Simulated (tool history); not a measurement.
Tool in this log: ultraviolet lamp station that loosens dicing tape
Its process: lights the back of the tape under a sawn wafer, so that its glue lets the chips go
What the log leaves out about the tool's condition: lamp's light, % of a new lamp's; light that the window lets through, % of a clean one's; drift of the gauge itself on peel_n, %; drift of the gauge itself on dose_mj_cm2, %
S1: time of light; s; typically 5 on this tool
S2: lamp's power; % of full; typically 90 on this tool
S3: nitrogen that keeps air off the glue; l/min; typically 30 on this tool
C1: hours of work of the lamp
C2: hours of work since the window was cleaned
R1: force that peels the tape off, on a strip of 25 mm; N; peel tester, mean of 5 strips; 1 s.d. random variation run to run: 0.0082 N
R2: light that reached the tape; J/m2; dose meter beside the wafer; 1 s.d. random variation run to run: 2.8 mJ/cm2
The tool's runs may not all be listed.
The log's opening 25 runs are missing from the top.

Run 26, hour 315.2: usual settings but S1 2 s, S2 60 % of full, S3 57 l/min; C1 480; C2 44. Result: R1 3.837 N, R2 740 J/m2.
Run 27, hour 327.9: usual settings but S1 2 s, S2 60 % of full, S3 15 l/min; C1 489; C2 52. Result: R1 4.667 N, R2 710 J/m2.
Run 28, hour 339.2: usual settings but S1 7 s, S2 78 % of full, S3 12 l/min; C1 496; C2 60. Result: R1 0.914 N, R2 3300 J/m2.
Run 29, hour 353.4: usual settings but S1 7 s, S2 85 % of full, S3 21 l/min; C1 506; C2 70. Result: R1 0.529 N, R2 3550 J/m2.
Run 30, hour 363.8: usual settings but S1 8 s, S3 10 l/min; C1 513; C2 77. Result: R1 0.58 N, R2 4230 J/m2.
Run 31, hour 380.8: usual settings but S2 84 % of full, S3 14 l/min; C1 524; C2 88. Result: R1 1.389 N, R2 2430 J/m2.
Run 32, hour 390.2: usual settings but S2 80 % of full; C1 531; C2 94. Result: R1 1.011 N, R2 2320 J/m2.
Run 33, hour 400.8: usual settings but S3 57 l/min; C1 538; C2 102. Result: R1 0.596 N, R2 2590 J/m2.
Run 34, hour 416.4: usual settings but S1 4 s, S2 86 % of full, S3 22 l/min; C1 548; C2 112. Result: R1 1.587 N, R2 1970 J/m2.
Run 35, hour 431.9: usual settings but S1 4 s, S2 86 % of full, S3 22 l/min; C1 559; C2 122. Result: R1 1.617 N, R2 1880 J/m2.
Run 36, hour 440.7: usual settings but S1 4 s, S2 86 % of full, S3 22 l/min; C1 565; C2 128. Result: R1 1.664 N, R2 1900 J/m2.

What if the next run were any one of these 4? Each begins from the tool's condition after run 36:
Run A, hour 452.5: usual settings but S1 6 s, S2 95 % of full, S3 27 l/min; C1 572; C2 136. Result: R1 ?, R2 ?.
Run B, hour 452.5: usual settings but S1 6 s, S2 64 % of full, S3 57 l/min; C1 572; C2 136. Result: R1 ?, R2 ?.
Run C, hour 452.5: usual settings but S2 83 % of full; C1 572; C2 136. Result: R1 ?, R2 ?.
Run D, hour 452.5: usual settings but S1 2 s, S2 85 % of full, S3 20 l/min; C1 572; C2 136. Result: R1 ?, R2 ?.

run     R1    R2
  A  0.567  3150
  B   0.93  2090
  C  1.062  2240
  D  3.958   920
Had the tool no hidden state, the same runs would have come out as:
run     R1    R2
  A  0.206  5000
  B  0.342  3330
  C  0.388  3580
  D  2.517  1470
